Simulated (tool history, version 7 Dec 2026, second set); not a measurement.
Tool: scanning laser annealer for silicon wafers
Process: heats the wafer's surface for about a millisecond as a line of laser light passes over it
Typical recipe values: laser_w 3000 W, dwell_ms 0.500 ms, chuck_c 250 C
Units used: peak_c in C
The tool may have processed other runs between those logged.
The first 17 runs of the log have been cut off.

run,day,laser_w,dwell_ms,chuck_c,hours of work since the window was cleaned,hours of work since the power meter was calibrated,hours of work since the optics were aligned,peak_c
18,33.404,3000,0.398,250,167,999,1087,878
19,35.962,3000,0.398,250,198,1029,1118,877
20,38.338,3000,0.398,250,227,1058,1147,877
21,40.217,3000,0.398,250,250,1081,1170,877
22,41.388,2686,0.493,267,264,1095,1184,878
23,42.862,2686,0.493,267,282,1113,1201,881
24,44.454,2686,0.493,267,301,1132,1221,878
25,46.538,2686,0.493,267,326,1157,1246,878
26,48.192,2686,0.493,267,346,1177,1266,878
27,49.246,2686,0.493,267,359,1190,1279,878
28,50.729,3022,0.493,267,377,1208,1296,971
29,52.458,3022,0.493,267,397,1229,1317,972
30,54.800,3280,0.396,219,426,1257,1346,904
31,56.679,3122,0.396,251,448,1280,1368,901
32,58.071,2564,0.468,251,465,1296,1385,805
33,59.367,2564,0.468,255,481,1312,1401,812
34,61.671,2854,0.596,217,509,1340,1429,938
35,63.171,2854,0.596,217,527,1358,1447,944
36,64.521,2854,0.363,217,543,1374,1463,768
37,66.067,3120,0.491,236,562,1393,1482,959
# day 66.642: window over the wafer cleaned
38,68.283,3120,0.491,236,20,1419,1508,973
39,69.921,3120,0.491,236,40,1439,1527,975
40,71.362,3000,0.470,250,57,1456,1545,932
41,72.996,2756,0.571,268,77,1476,1564,952

Consider 3 possible next runs. They are alternatives, not a sequence: every one starts from the tool as it was left by run 41. What does each give?
A,75.071,3122,0.396,281,102,1501,1589,?
B,75.071,3229,0.528,250,102,1501,1589,?
C,75.071,3000,0.427,229,102,1501,1589,?

run,peak_c
A,935
B,1047
C,874
With the hidden condition removed and each run's random variation left untouched, the same runs would have given:
run,peak_c
A,956
B,1072
C,895
